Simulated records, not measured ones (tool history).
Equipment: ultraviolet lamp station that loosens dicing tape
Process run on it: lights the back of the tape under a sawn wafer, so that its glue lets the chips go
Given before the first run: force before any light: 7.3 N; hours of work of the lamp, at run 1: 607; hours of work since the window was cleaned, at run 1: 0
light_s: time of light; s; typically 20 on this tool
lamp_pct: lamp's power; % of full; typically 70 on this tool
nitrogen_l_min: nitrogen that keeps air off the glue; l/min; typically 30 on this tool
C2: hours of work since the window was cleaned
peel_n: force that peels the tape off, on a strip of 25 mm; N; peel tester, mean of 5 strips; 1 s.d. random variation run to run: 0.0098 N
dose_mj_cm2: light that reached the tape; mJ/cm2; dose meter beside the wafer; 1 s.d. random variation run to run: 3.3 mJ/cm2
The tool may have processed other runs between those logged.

run 1 hour=0 | light_s=20 lamp_pct=70 nitrogen_l_min=30 | hours_of_work_of_the_lamp=607 C2=0 | peel_n=0.806 dose_mj_cm2=351
run 2 hour=45.9 | light_s=20 lamp_pct=70 nitrogen_l_min=30 | hours_of_work_of_the_lamp=641 C2=34 | peel_n=0.89 dose_mj_cm2=333
run 3 hour=77 | light_s=28 lamp_pct=70 nitrogen_l_min=30 | hours_of_work_of_the_lamp=665 C2=58 | peel_n=0.522 dose_mj_cm2=451
run 4 hour=108 | light_s=12 lamp_pct=70 nitrogen_l_min=30 | hours_of_work_of_the_lamp=688 C2=81 | peel_n=2.017 dose_mj_cm2=188
-- hour=131 lamp changed
run 5 hour=131 | light_s=20 lamp_pct=70 nitrogen_l_min=14 | hours_of_work_of_the_lamp=0 C2=98 | peel_n=0.861 dose_mj_cm2=471
run 6 hour=174.9 | light_s=20 lamp_pct=70 nitrogen_l_min=14 | hours_of_work_of_the_lamp=33 C2=131 | peel_n=0.924 dose_mj_cm2=452

Expected results for the next run?
run 7 hour=204.5 | light_s=20 lamp_pct=70 nitrogen_l_min=40 | hours_of_work_of_the_lamp=55 C2=153 | peel_n=? dose_mj_cm2=?

{"run 7": {"peel_n": 0.461, "dose_mj_cm2": 429}}
Were there no unlogged condition in the tool, this run, its random variation unchanged, would have produced peel_n 0.357 N, dose_mj_cm2 507 mJ/cm2.
